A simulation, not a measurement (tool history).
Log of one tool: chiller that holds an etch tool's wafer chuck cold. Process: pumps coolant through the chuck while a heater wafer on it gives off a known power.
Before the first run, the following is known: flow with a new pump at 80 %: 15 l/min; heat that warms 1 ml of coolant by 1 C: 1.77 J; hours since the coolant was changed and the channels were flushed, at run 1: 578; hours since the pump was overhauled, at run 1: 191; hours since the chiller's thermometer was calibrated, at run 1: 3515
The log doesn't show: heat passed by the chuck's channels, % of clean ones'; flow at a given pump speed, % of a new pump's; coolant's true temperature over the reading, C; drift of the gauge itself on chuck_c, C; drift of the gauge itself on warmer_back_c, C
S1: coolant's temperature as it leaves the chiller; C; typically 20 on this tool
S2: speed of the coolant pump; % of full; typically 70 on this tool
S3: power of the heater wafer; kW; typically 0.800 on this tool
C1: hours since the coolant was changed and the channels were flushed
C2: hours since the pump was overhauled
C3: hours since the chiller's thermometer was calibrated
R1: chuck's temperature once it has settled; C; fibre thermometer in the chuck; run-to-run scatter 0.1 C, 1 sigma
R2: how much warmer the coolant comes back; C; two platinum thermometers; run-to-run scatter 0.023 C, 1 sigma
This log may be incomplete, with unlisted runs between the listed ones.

run    hour  S1  S2     S3    C1    C2    C3    R1    R2
  1     0.0  20  70  0.800   578   191  3515  29.9  2.12
  2   207.6  20  70  0.800   786   399  3722  29.8  2.10
  3   409.0  20  70  0.800   987   600  3924  29.8  2.11
      523.1  -- chiller's thermometer calibrated
  4   600.9  20  70  0.800  1178   791    78  30.7  2.16
  5   714.3  20  70  0.800  1291   905   191  30.7  2.11
  6   913.7  24  70  0.800  1491  1104   391  34.6  2.10
  7  1012.8  22  70  0.800  1590  1203   490  32.7  2.15
  8  1180.9  12  70  0.800  1758  1371   658  22.6  2.12
  9  1285.6  20  70  0.538  1863  1476   763  27.2  1.45
 10  1478.3  20  70  0.800  2055  1669   955  30.5  2.18
 11  1674.7  20  70  0.800  2252  1865  1152  30.7  2.19
 12  1761.3  28  96  0.800  2338  1952  1238  36.3  1.55
 13  1947.2  28  96  0.800  2524  2138  1424  36.4  1.51
 14  2108.3  22  61  0.633  2685  2299  1585  31.5  1.98

Forecast run 15:
 15  2256.2  22  61  0.633  2833  2447  1733   ?   ?

Logged for run 15: R1 31.3 C, R2 2.04 C.
The same run, on a tool lacking any hidden state, would have yielded R1 30.9 C, R2 1.97 C.

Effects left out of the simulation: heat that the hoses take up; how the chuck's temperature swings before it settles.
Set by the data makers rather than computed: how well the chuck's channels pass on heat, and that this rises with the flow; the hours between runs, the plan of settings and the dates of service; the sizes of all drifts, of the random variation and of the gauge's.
